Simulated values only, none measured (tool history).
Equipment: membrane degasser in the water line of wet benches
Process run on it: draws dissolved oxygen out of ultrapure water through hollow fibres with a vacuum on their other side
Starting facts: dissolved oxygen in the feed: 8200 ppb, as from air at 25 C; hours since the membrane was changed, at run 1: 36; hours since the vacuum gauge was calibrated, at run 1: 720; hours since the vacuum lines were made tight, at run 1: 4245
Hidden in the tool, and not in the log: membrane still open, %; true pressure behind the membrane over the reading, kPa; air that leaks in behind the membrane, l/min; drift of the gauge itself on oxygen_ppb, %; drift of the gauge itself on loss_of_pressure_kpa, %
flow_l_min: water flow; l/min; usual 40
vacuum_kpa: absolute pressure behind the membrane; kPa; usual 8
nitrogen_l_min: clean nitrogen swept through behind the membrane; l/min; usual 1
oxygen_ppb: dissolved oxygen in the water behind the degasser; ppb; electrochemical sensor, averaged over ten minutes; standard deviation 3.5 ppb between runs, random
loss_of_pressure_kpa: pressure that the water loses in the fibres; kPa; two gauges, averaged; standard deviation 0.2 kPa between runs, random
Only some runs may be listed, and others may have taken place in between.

| run | hour | flow_l_min | vacuum_kpa | nitrogen_l_min | hours since the membrane was changed | hours since the vacuum gauge was calibrated | hours since the vacuum lines were made tight | oxygen_ppb | loss_of_pressure_kpa |
|---|---|---|---|---|---|---|---|---|---|
| 1 | 0 | 40 | 8 | 1 | 36 | 720 | 4245 | 407.7 | 44.31 |
| 2 | 45.7 | 40 | 8 | 1 | 82 | 766 | 4291 | 408.4 | 44.25 |
| 3 | 86.7 | 40 | 8 | 1 | 123 | 807 | 4332 | 407 | 44.17 |
| 4 | 117.6 | 40 | 8 | 1 | 154 | 838 | 4363 | 413.9 | 44.23 |
| 5 | 137.4 | 40 | 8 | 1 | 173 | 858 | 4382 | 401.3 | 44.21 |
| 6 | 173.3 | 40 | 8 | 1 | 209 | 894 | 4418 | 408 | 43.98 |
| 7 | 200.2 | 40 | 8 | 1 | 236 | 920 | 4445 | 412.1 | 44.08 |
| 8 | 235.6 | 40 | 8 | 1 | 272 | 956 | 4480 | 413.3 | 44.12 |
| 9 | 280.4 | 40 | 15.04 | 0.67 | 316 | 1001 | 4525 | 1181.1 | 44.46 |
| 10 | 308.9 | 40 | 15.04 | 0.67 | 345 | 1029 | 4554 | 1179.7 | 43.84 |
| 11 | 342 | 40 | 15.04 | 0.67 | 378 | 1062 | 4587 | 1188.4 | 44.12 |
| 12 | 388.8 | 40 | 15.04 | 0.67 | 425 | 1109 | 4634 | 1188.5 | 44.09 |
| 13 | 435.5 | 25 | 8 | 2.67 | 471 | 1156 | 4680 | 114.9 | 27.78 |

4 ways to go on from here, each from the tool as it stands after run 13. What would each give?
| A | 468.4 | 40 | 12.88 | 1.94 | 504 | 1189 | 4713 | ? | ? |
| B | 468.4 | 51 | 11.71 | 2.67 | 504 | 1189 | 4713 | ? | ? |
| C | 468.4 | 48 | 19.74 | 2.01 | 504 | 1189 | 4713 | ? | ? |
| D | 468.4 | 25 | 17.65 | 2.67 | 504 | 1189 | 4713 | ? | ? |

| run | oxygen_ppb | loss_of_pressure_kpa |
|---|---|---|
| A | 451.1 | 44.44 |
| B | 422.1 | 56.44 |
| C | 834.1 | 53.24 |
| D | 316.1 | 27.64 |
With no hidden state in the tool, these same runs would have given:
| run | oxygen_ppb | loss_of_pressure_kpa |
|---|---|---|
| A | 446.6 | 44.3 |
| B | 417.6 | 56.27 |
| C | 828.8 | 53.08 |
| D | 312.6 | 27.56 |
